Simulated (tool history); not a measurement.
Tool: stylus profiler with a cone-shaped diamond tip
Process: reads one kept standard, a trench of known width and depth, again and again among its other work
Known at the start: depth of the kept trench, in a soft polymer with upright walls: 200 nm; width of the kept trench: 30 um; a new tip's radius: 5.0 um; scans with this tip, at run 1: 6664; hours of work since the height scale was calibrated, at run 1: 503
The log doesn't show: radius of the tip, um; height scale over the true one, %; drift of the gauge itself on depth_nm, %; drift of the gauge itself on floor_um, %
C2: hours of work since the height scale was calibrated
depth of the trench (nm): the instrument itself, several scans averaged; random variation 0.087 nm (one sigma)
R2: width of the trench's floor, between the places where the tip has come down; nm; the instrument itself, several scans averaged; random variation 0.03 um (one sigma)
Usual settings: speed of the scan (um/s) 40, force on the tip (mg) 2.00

{"run": 1, "hour": 0.0, "speed of the scan (um/s)": 40, "force on the tip (mg)": 2.0, "scans with this tip": 6664, "C2": 503, "depth of the trench (nm)": 200.83, "R2": 26590}
{"run": 2, "hour": 12.2, "speed of the scan (um/s)": 40, "force on the tip (mg)": 2.0, "scans with this tip": 6770, "C2": 511, "depth of the trench (nm)": 200.85, "R2": 26590}
{"run": 3, "hour": 30.6, "speed of the scan (um/s)": 40, "force on the tip (mg)": 2.0, "scans with this tip": 6932, "C2": 523, "depth of the trench (nm)": 200.83, "R2": 26630}
{"run": 4, "hour": 51.1, "speed of the scan (um/s)": 40, "force on the tip (mg)": 2.0, "scans with this tip": 7112, "C2": 536, "depth of the trench (nm)": 200.76, "R2": 26580}
{"run": 5, "hour": 71.4, "speed of the scan (um/s)": 19, "force on the tip (mg)": 2.0, "scans with this tip": 7290, "C2": 550, "depth of the trench (nm)": 200.65, "R2": 26690}
{"run": 6, "hour": 95.6, "speed of the scan (um/s)": 19, "force on the tip (mg)": 2.0, "scans with this tip": 7502, "C2": 566, "depth of the trench (nm)": 200.63, "R2": 26670}
{"run": 7, "hour": 115.3, "speed of the scan (um/s)": 40, "force on the tip (mg)": 1.81, "scans with this tip": 7675, "C2": 579, "depth of the trench (nm)": 200.6, "R2": 26570}
{"run": 8, "hour": 126.6, "speed of the scan (um/s)": 40, "force on the tip (mg)": 1.81, "scans with this tip": 7774, "C2": 586, "depth of the trench (nm)": 200.49, "R2": 26490}
{"run": 9, "hour": 152.5, "speed of the scan (um/s)": 112, "force on the tip (mg)": 2.0, "scans with this tip": 8001, "C2": 603, "depth of the trench (nm)": 200.5, "R2": 26220}
{"run": 10, "hour": 169.0, "speed of the scan (um/s)": 64, "force on the tip (mg)": 2.0, "scans with this tip": 8146, "C2": 614, "depth of the trench (nm)": 200.59, "R2": 26410}
{"run": 11, "hour": 185.2, "speed of the scan (um/s)": 40, "force on the tip (mg)": 0.98, "scans with this tip": 8288, "C2": 625, "depth of the trench (nm)": 200.2, "R2": 26450}
{"run": 12, "hour": 205.7, "speed of the scan (um/s)": 119, "force on the tip (mg)": 2.0, "scans with this tip": 8468, "C2": 639, "depth of the trench (nm)": 200.65, "R2": 26180}
{"run": 13, "hour": 222.9, "speed of the scan (um/s)": 12, "force on the tip (mg)": 3.1, "scans with this tip": 8618, "C2": 650, "depth of the trench (nm)": 201.04, "R2": 26590}
{"run": 14, "hour": 242.7, "speed of the scan (um/s)": 12, "force on the tip (mg)": 3.1, "scans with this tip": 8792, "C2": 663, "depth of the trench (nm)": 200.97, "R2": 26560}
{"run": 15, "hour": 265.9, "speed of the scan (um/s)": 65, "force on the tip (mg)": 1.94, "scans with this tip": 8995, "C2": 678, "depth of the trench (nm)": 200.74, "R2": 26380}
{"run": 16, "hour": 277.7, "speed of the scan (um/s)": 36, "force on the tip (mg)": 0.83, "scans with this tip": 9099, "C2": 686, "depth of the trench (nm)": 200.21, "R2": 26420}
{"run": 17, "hour": 295.3, "speed of the scan (um/s)": 36, "force on the tip (mg)": 0.83, "scans with this tip": 9253, "C2": 698, "depth of the trench (nm)": 200.18, "R2": 26350}
{"run": 18, "hour": 315.0, "speed of the scan (um/s)": 29, "force on the tip (mg)": 2.72, "scans with this tip": 9426, "C2": 711, "depth of the trench (nm)": 200.77, "R2": 26490}
{"run": 19, "hour": 339.1, "speed of the scan (um/s)": 29, "force on the tip (mg)": 2.72, "scans with this tip": 9637, "C2": 727, "depth of the trench (nm)": 200.82, "R2": 26500}
{"run": 20, "hour": 352.8, "speed of the scan (um/s)": 39, "force on the tip (mg)": 1.94, "scans with this tip": 9758, "C2": 736, "depth of the trench (nm)": 200.47, "R2": 26430}
{"run": 21, "hour": 368.0, "speed of the scan (um/s)": 39, "force on the tip (mg)": 1.94, "scans with this tip": 9891, "C2": 746, "depth of the trench (nm)": 200.43, "R2": 26420}
{"run": 22, "hour": 387.0, "speed of the scan (um/s)": 128, "force on the tip (mg)": 0.7, "scans with this tip": 10057, "C2": 758, "depth of the trench (nm)": 200.04, "R2": 25740}

The same runs without the tool's hidden state, with the same run-to-run variation:
run=1 depth_of_the_trench_(nm)=201.14 R2=27040
run=2 depth_of_the_trench_(nm)=201.16 R2=27040
run=3 depth_of_the_trench_(nm)=201.15 R2=27090
run=4 depth_of_the_trench_(nm)=201.09 R2=27050
run=5 depth_of_the_trench_(nm)=200.99 R2=27170
run=6 depth_of_the_trench_(nm)=200.97 R2=27160
run=7 depth_of_the_trench_(nm)=200.95 R2=27080
run=8 depth_of_the_trench_(nm)=200.85 R2=27000
run=9 depth_of_the_trench_(nm)=200.87 R2=26750
run=10 depth_of_the_trench_(nm)=200.97 R2=26950
run=11 depth_of_the_trench_(nm)=200.59 R2=26990
run=12 depth_of_the_trench_(nm)=201.05 R2=26730
run=13 depth_of_the_trench_(nm)=201.44 R2=27150
run=14 depth_of_the_trench_(nm)=201.38 R2=27130
run=15 depth_of_the_trench_(nm)=201.16 R2=26960
run=16 depth_of_the_trench_(nm)=200.63 R2=27010
run=17 depth_of_the_trench_(nm)=200.61 R2=26950
run=18 depth_of_the_trench_(nm)=201.22 R2=27100
run=19 depth_of_the_trench_(nm)=201.27 R2=27120
run=20 depth_of_the_trench_(nm)=200.93 R2=27060
run=21 depth_of_the_trench_(nm)=200.89 R2=27060
run=22 depth_of_the_trench_(nm)=200.52 R2=26390
